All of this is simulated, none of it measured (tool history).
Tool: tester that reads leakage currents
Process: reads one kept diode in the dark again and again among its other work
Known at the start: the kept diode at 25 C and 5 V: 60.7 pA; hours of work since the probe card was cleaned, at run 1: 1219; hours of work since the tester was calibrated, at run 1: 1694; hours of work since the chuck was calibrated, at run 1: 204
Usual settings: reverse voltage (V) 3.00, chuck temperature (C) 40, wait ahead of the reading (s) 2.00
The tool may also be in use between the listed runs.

run,hour,reverse voltage (V),chuck temperature (C),wait ahead of the reading (s),hours of work since the probe card was cleaned,hours of work since the tester was calibrated,hours of work since the chuck was calibrated,current that the tester gives (pA)
1,0.0,3.00,40,2.00,1219,1694,204,186.89
2,122.4,3.00,26,2.00,1291,1766,276,57.00
3,216.2,3.00,26,2.00,1346,1821,331,57.10
4,318.8,3.00,26,2.00,1406,1882,391,56.89
5,403.4,3.00,40,9.20,1456,1932,441,186.92
6,467.1,3.00,40,9.20,1494,1969,479,185.35
7,521.0,1.49,40,9.20,1525,2001,511,139.52
8,629.1,3.00,40,2.00,1589,2065,574,185.37
9,750.2,3.00,40,2.00,1660,2136,646,185.98
10,837.1,3.00,40,2.00,1712,2187,697,185.23
11,931.5,3.00,40,2.00,1767,2243,752,185.78
12,1016.0,3.00,21,2.00,1817,2292,802,37.31
# hour 1032.7: probe card cleaned and baked
13,1139.1,5.30,40,3.75,63,2363,873,237.53
14,1239.8,1.05,40,1.47,122,2423,932,120.14
15,1326.3,8.12,31,0.73,173,2473,983,139.81
16,1406.9,8.12,31,0.73,220,2521,1031,139.77
17,1505.7,19.77,40,6.34,279,2579,1089,419.88
18,1609.0,4.24,39,0.35,339,2640,1150,200.61
# hour 1711.9: probe card cleaned and baked, once more
19,1730.5,1.80,27,1.30,11,2710,1219,47.71
20,1804.5,1.80,27,1.30,55,2753,1263,47.52
21,1919.0,18.17,58,2.00,122,2821,1331,1550.99
22,1977.8,3.00,22,2.00,157,2855,1365,37.32

5 ways to go on from here, each from the tool as it stands after run 22. What would each give?
A,2062.4,3.72,20,9.67,206,2905,1415,?
B,2062.4,5.57,50,0.38,206,2905,1415,?
C,2062.4,16.48,45,2.02,206,2905,1415,?
D,2062.4,1.33,20,8.52,206,2905,1415,?
E,2062.4,15.80,20,2.31,206,2905,1415,?

run,current that the tester gives (pA)
A,33.65
B,525.09
C,544.26
D,22.05
E,62.93
Without the tool's hidden state the same runs would have given:
run,current that the tester gives (pA)
A,34.00
B,534.19
C,552.83
D,22.42
E,62.38
